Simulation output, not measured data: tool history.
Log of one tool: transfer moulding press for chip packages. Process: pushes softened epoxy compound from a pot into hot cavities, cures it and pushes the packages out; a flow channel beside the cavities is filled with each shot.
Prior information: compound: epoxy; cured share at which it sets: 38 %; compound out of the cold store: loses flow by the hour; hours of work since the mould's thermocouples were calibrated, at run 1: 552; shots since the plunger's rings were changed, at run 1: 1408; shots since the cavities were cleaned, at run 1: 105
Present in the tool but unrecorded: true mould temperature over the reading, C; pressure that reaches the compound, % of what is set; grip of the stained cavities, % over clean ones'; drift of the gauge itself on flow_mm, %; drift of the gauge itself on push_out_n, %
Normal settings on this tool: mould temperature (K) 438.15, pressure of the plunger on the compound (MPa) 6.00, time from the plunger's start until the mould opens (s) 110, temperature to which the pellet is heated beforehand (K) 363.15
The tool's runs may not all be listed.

run     day  mould temperature (K)  pressure of the plunger on the compound (MPa)  time from the plunger's start until the mould opens (s)  temperature to which the pellet is heated beforehand (K)  hours of work since the mould's thermocouples were calibrated  shots since the plunger's rings were changed  shots since the cavities were cleaned  incoming compound's hours out of the cold store  length that the compound runs in the flow channel (mm)  greatest force on the pins that push the packages out (N)
  1   0.000                 438.15                                           6.00                                                      110                                                    363.15                                                            552                                          1408                                    105                                             38.8                                                     634                                                        399
      1.346  -- cavities cleaned with cleaning compound and waxed
      1.775  -- mould's thermocouples calibrated
      3.279  -- cavities cleaned with cleaning compound and waxed
  2   3.279                 438.15                                           6.00                                                      110                                                    363.15                                                             27                                          2347                                      0                                             47.2                                                     606                                                        404
      5.083  -- cavities cleaned with cleaning compound and waxed
  3   5.462                 436.15                                           6.00                                                      110                                                    363.15                                                             66                                          2995                                    115                                             37.2                                                     647                                                        426
      6.658  -- plunger's sealing rings changed
      6.904  -- cavities cleaned with cleaning compound and waxed
  4   7.612                 438.15                                           6.00                                                      110                                                    359.15                                                            103                                           273                                    217                                             16.8                                                     710                                                        406
      8.596  -- cavities cleaned with cleaning compound and waxed
     10.388  -- cavities cleaned with cleaning compound and waxed
  5  10.979                 438.15                                           6.00                                                      110                                                    363.15                                                            163                                          1265                                    182                                             10.5                                                     736                                                        405
     12.238  -- cavities cleaned with cleaning compound and waxed
     14.000  -- cavities cleaned with cleaning compound and waxed
  6  15.162                 438.15                                           6.00                                                      110                                                    358.15                                                            238                                          2506                                    355                                             17.7                                                     707                                                        422
     15.725  -- cavities cleaned with cleaning compound and waxed
     17.683  -- cavities cleaned with cleaning compound and waxed
     18.025  -- plunger's sealing rings changed
  7  18.262                 438.15                                           6.83                                                      110                                                    363.15                                                            291                                            73                                    145                                             43.5                                                     659                                                        407
     19.588  -- cavities cleaned with cleaning compound and waxed
     21.475  -- cavities cleaned with cleaning compound and waxed
  8  22.054                 439.15                                           6.83                                                      110                                                    363.15                                                            359                                          1196                                    179                                             18.4                                                     749                                                        411
     23.142  -- cavities cleaned with cleaning compound and waxed
     24.883  -- cavities cleaned with cleaning compound and waxed
  9  25.050                 439.15                                           6.83                                                      110                                                    363.15                                                            412                                          2073                                     50                                             46.0                                                     648                                                        389
     26.596  -- cavities cleaned with cleaning compound and waxed
 10  28.029                 439.15                                           6.83                                                      110                                                    363.15                                                            466                                          2965                                    438                                             43.7                                                     655                                                        396
     28.404  -- cavities cleaned with cleaning compound and waxed
     29.575  -- plunger's sealing rings changed
     30.358  -- cavities cleaned with cleaning compound and waxed
 11  31.004                 439.15                                           6.83                                                      110                                                    363.15                                                            517                                           418                                    197                                             26.7                                                     716                                                        394
     32.146  -- cavities cleaned with cleaning compound and waxed
     33.796  -- cavities cleaned with cleaning compound and waxed
 12  33.875                 439.15                                           6.83                                                      110                                                    363.15                                                            568                                          1259                                     25                                             11.9                                                     775                                                        395
     34.879  -- mould's thermocouples calibrated
     35.642  -- cavities cleaned with cleaning compound and waxed
 13  36.862                 438.15                                           6.00                                                      106                                                    355.15                                                             36                                          2128                                    374                                             33.0                                                     653                                                        422
     37.525  -- cavities cleaned with cleaning compound and waxed
     39.175  -- cavities cleaned with cleaning compound and waxed
 14  39.883                 438.15                                           6.01                                                      125                                                    368.15                                                             89                                          3014                                    216                                             39.6                                                     629                                                        405
     41.092  -- plunger's sealing rings changed
     41.154  -- cavities cleaned with cleaning compound and waxed
 15  42.200                 438.15                                           6.01                                                      125                                                    368.15                                                            129                                           321                                    321                                             42.7                                                     621                                                        390
     42.871  -- cavities cleaned with cleaning compound and waxed
     44.492  -- cavities cleaned with cleaning compound and waxed
 16  44.871                 438.15                                           6.60                                                      125                                                    368.15                                                            176                                          1099                                    116                                             19.7                                                     733                                                        406
     46.121  -- cavities cleaned with cleaning compound and waxed
     47.738  -- cavities cleaned with cleaning compound and waxed
 17  48.725                 431.15                                           6.60                                                      125                                                    368.15                                                            245                                          2240                                    302                                             11.9                                                     799                                                        489
     49.500  -- cavities cleaned with cleaning compound and waxed
     51.308  -- cavities cleaned with cleaning compound and waxed
     52.600  -- plunger's sealing rings changed
 18  52.600                 435.15                                           6.00                                                      135                                                    360.15                                                            313                                             0                                    363                                             28.4                                                     682                                                        396
     53.188  -- cavities cleaned with cleaning compound and waxed
     55.004  -- cavities cleaned with cleaning compound and waxed
     56.650  -- cavities cleaned with cleaning compound and waxed
 19  56.650                 435.15                                           5.05                                                      135                                                    360.15                                                            384                                          1182                                      0                                             37.3                                                     597                                                        384
     58.521  -- cavities cleaned with cleaning compound and waxed
 20  59.292                 445.15                                           4.77                                                       91                                                    360.15                                                            432                                          1971                                    235                                             26.2                                                     582                                                        396
     60.375  -- cavities cleaned with cleaning compound and waxed
     61.992  -- cavities cleaned with cleaning compound and waxed
 21  63.142                 439.15                                           4.77                                                      150                                                    360.15                                                            501                                          3111                                    352                                             41.5                                                     556                                                        379
     63.917  -- plunger's sealing rings changed
     63.979  -- cavities cleaned with cleaning compound and waxed
     65.658  -- cavities cleaned with cleaning compound and waxed
 22  66.792                 438.15                                           4.57                                                       97                                                    368.15                                                            565                                           841                                    346                                             31.9                                                     571                                                        440
     67.383  -- cavities cleaned with cleaning compound and waxed
     68.004  -- mould's thermocouples calibrated
     69.229  -- cavities cleaned with cleaning compound and waxed
     70.925  -- cavities cleaned with cleaning compound and waxed
 23  71.158                 438.15                                           4.57                                                       97                                                    368.15                                                             56                                          2095                                     72                                             29.0                                                     583                                                        441

5 ways to go on from here, each from the tool as it stands after run 23. What would each give?
     72.721  -- cavities cleaned with cleaning compound and waxed
  A  74.129                 438.15                                           4.57                                                       97                                                    372.15                                                            110                                          2984                                    431                                             47.1                                                       ?                                                          ?
     72.721  -- cavities cleaned with cleaning compound and waxed
  B  74.129                 435.15                                           6.00                                                      110                                                    363.15                                                            110                                          2984                                    431                                             37.8                                                       ?                                                          ?
     72.721  -- cavities cleaned with cleaning compound and waxed
  C  74.129                 438.15                                           7.43                                                      140                                                    358.15                                                            110                                          2984                                    431                                             37.4                                                       ?                                                          ?
     72.721  -- cavities cleaned with cleaning compound and waxed
  D  74.129                 438.15                                           4.57                                                      137                                                    367.15                                                            110                                          2984                                    431                                             18.7                                                       ?                                                          ?
     72.721  -- cavities cleaned with cleaning compound and waxed
  E  74.129                 438.15                                           4.62                                                      110                                                    362.15                                                            110                                          2984                                    431                                             16.0                                                       ?                                                          ?

run  length that the compound runs in the flow channel (mm)  greatest force on the pins that push the packages out (N)
  A                                                     528                                                        437
  B                                                     649                                                        435
  C                                                     711                                                        391
  D                                                     615                                                        388
  E                                                     627                                                        398
Without the tool's unlogged condition, the same runs would have read:
run  length that the compound runs in the flow channel (mm)  greatest force on the pins that push the packages out (N)
  A                                                     529                                                        434
  B                                                     649                                                        432
  C                                                     711                                                        388
  D                                                     615                                                        385
  E                                                     627                                                        395
